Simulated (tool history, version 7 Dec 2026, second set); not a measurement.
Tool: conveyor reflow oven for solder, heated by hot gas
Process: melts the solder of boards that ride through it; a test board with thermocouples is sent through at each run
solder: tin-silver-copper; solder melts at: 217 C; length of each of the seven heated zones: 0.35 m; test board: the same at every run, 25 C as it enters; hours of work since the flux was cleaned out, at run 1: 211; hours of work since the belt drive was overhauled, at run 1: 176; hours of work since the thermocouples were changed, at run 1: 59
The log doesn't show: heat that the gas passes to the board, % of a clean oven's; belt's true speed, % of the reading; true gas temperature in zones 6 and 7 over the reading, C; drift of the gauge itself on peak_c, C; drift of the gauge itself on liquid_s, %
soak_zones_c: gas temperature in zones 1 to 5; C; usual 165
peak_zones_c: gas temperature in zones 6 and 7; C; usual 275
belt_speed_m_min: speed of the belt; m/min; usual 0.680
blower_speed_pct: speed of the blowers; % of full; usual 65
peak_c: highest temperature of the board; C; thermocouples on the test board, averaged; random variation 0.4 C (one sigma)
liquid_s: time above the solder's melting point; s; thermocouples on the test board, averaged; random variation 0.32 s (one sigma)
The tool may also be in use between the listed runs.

run  hour  soak_zones_c  peak_zones_c  belt_speed_m_min  blower_speed_pct  hours of work since the flux was cleaned out  hours of work since the belt drive was overhauled  hours of work since the thermocouples were changed  peak_c  liquid_s
  1   0.0           165           275             0.680                65                                           211                                                176                                                  59   249.7      40.7
  2   5.6           165           268             0.680                65                                           214                                                179                                                  63   244.6      36.4
  3  14.0           165           273             0.680                65                                           220                                                185                                                  68   247.6      38.9
  4  20.3           165           270             0.680                65                                           224                                                189                                                  72   246.2      38.4
  5  27.9           165           275             0.680                65                                           229                                                194                                                  77   249.5      40.4
  6  32.1           165           275             0.680                65                                           231                                                196                                                  80   249.9      40.4
  7  40.0           163           275             0.680                65                                           236                                                201                                                  85   248.5      39.0
     44.5  -- belt drive overhauled, speed set with a stopwatch
  8  49.2           165           275             0.772                65                                           240                                                  3                                                  89   243.2      30.8
  9  58.0           165           275             0.663                79                                           245                                                  9                                                  94   254.1      45.4
 10  64.0           165           275             0.663                79                                           249                                                 13                                                  98   255.3      45.6
 11  69.5           165           265             0.600                79                                           253                                                 16                                                 102   249.3      48.0
 12  76.4           165           265             0.600                79                                           257                                                 21                                                 106   249.5      47.2
 13  82.0           165           275             0.680                82                                           261                                                 24                                                 110   253.4      43.8

How the hidden state differs across the entries between the runs, from the last listed run before each to the first after it:
Between runs 7 and 8: belt drive overhauled, speed set with a stopwatch (hour 44.5)
  heat that the gas passes to the board, % of a clean oven's: 90.9 -> 90.7; belt's true speed, % of the reading: 99.96 -> 99.95
  measured less the result without the state, peak_c: -3.0 -> -3.3 C; liquid_s: -2.4 -> -2.8 s
